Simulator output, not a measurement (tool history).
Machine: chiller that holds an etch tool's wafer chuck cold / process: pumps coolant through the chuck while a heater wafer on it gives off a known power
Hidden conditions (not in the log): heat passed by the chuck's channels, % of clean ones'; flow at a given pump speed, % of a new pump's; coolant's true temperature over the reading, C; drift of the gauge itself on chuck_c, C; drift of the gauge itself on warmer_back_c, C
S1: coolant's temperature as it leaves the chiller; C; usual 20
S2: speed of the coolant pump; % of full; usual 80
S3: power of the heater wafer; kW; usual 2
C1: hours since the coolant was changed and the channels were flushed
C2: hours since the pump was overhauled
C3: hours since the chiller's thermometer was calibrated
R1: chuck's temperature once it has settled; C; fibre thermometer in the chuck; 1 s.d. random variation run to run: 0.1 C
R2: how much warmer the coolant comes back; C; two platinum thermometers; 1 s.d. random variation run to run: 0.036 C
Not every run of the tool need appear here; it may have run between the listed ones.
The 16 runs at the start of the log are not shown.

At hour 1116.1: coolant changed, channels flushed.
At hour 1130.2: coolant pump overhauled, once more.
Run 17, hour 1149.2: usual settings but S2 83 % of full; C1 28; C2 19; C3 630. Result: R1 34.1 C, R2 6.39 C.
Run 18, hour 1196.4: usual settings but S1 15 C, S2 69 % of full, S3 1.167 kW; C1 75; C2 66; C3 677. Result: R1 24.5 C, R2 4.5 C.
Run 19, hour 1289.4: usual settings but S1 15 C, S2 100 % of full, S3 1.863 kW; C1 168; C2 159; C3 770. Result: R1 26.6 C, R2 4.86 C.
Run 20, hour 1375.7: usual settings but S1 15 C, S3 2.199 kW; C1 255; C2 245; C3 856. Result: R1 30.8 C, R2 7.2 C.
Run 21, hour 1444.5: usual settings but S1 15 C, S3 2.199 kW; C1 323; C2 314; C3 925. Result: R1 30.8 C, R2 7.27 C.
Run 22, hour 1539.7: usual settings but S1 15 C, S3 2.199 kW; C1 419; C2 410; C3 1021. Result: R1 30.9 C, R2 7.28 C.
Run 23, hour 1626.6: usual settings but S1 11 C, S3 2.008 kW; C1 506; C2 496; C3 1107. Result: R1 25.6 C, R2 6.67 C.
Run 24, hour 1689.6: usual settings but S2 85 % of full; C1 569; C2 559; C3 1170. Result: R1 33.8 C, R2 6.21 C.
Run 25, hour 1747.4: usual settings but S2 85 % of full; C1 626; C2 617; C3 1228. Result: R1 33.8 C, R2 6.26 C.
Run 26, hour 1806: usual settings but S2 100 % of full, S3 2.356 kW; C1 685; C2 676; C3 1287. Result: R1 34.6 C, R2 6.19 C.
Run 27, hour 1853.8: usual settings but S1 23 C, S2 81 % of full, S3 1.057 kW; C1 733; C2 724; C3 1335. Result: R1 30.5 C, R2 3.47 C.
Run 28, hour 1920.3: usual settings but S1 11 C, S2 90 % of full; C1 799; C2 790; C3 1401. Result: R1 24.5 C, R2 5.95 C.
Run 29, hour 1989.8: usual settings but S1 11 C, S2 90 % of full; C1 869; C2 860; C3 1471. Result: R1 24.4 C, R2 5.92 C.
Run 30, hour 2074.7: usual settings but S1 15 C, S2 64 % of full, S3 2.572 kW; C1 954; C2 945; C3 1556. Result: R1 37.3 C, R2 10.83 C.
Run 31, hour 2122.7: usual settings but S1 16 C, S2 64 % of full, S3 1.177 kW; C1 1002; C2 993; C3 1604. Result: R1 26.1 C, R2 5.02 C.

Consider 4 possible next runs. They are alternatives, not a sequence: every one starts from the tool as it was left by run 31. What does each give?
Run A, hour 2220.7: usual settings but S2 72 % of full, S3 1.943 kW; C1 1100; C2 1091; C3 1702. Result: R1 ?, R2 ?.
Run B, hour 2220.7: usual settings but S1 16 C, S2 64 % of full, S3 2.649 kW; C1 1100; C2 1091; C3 1702. Result: R1 ?, R2 ?.
Run C, hour 2220.7: usual settings but S1 26 C, S2 95 % of full, S3 2.627 kW; C1 1100; C2 1091; C3 1702. Result: R1 ?, R2 ?.
Run D, hour 2220.7: usual settings but S1 25 C, S2 95 % of full, S3 1.54 kW; C1 1100; C2 1091; C3 1702. Result: R1 ?, R2 ?.

run    R1     R2
  A  35.2   7.29
  B  38.7  11.23
  C    43    7.4
  D    35   4.31
Take away the tool's hidden state, keep each run's random variation, and the runs would have read:
run    R1     R2
  A  34.9   7.12
  B  38.1  10.97
  C  42.7   7.23
  D  34.9   4.21
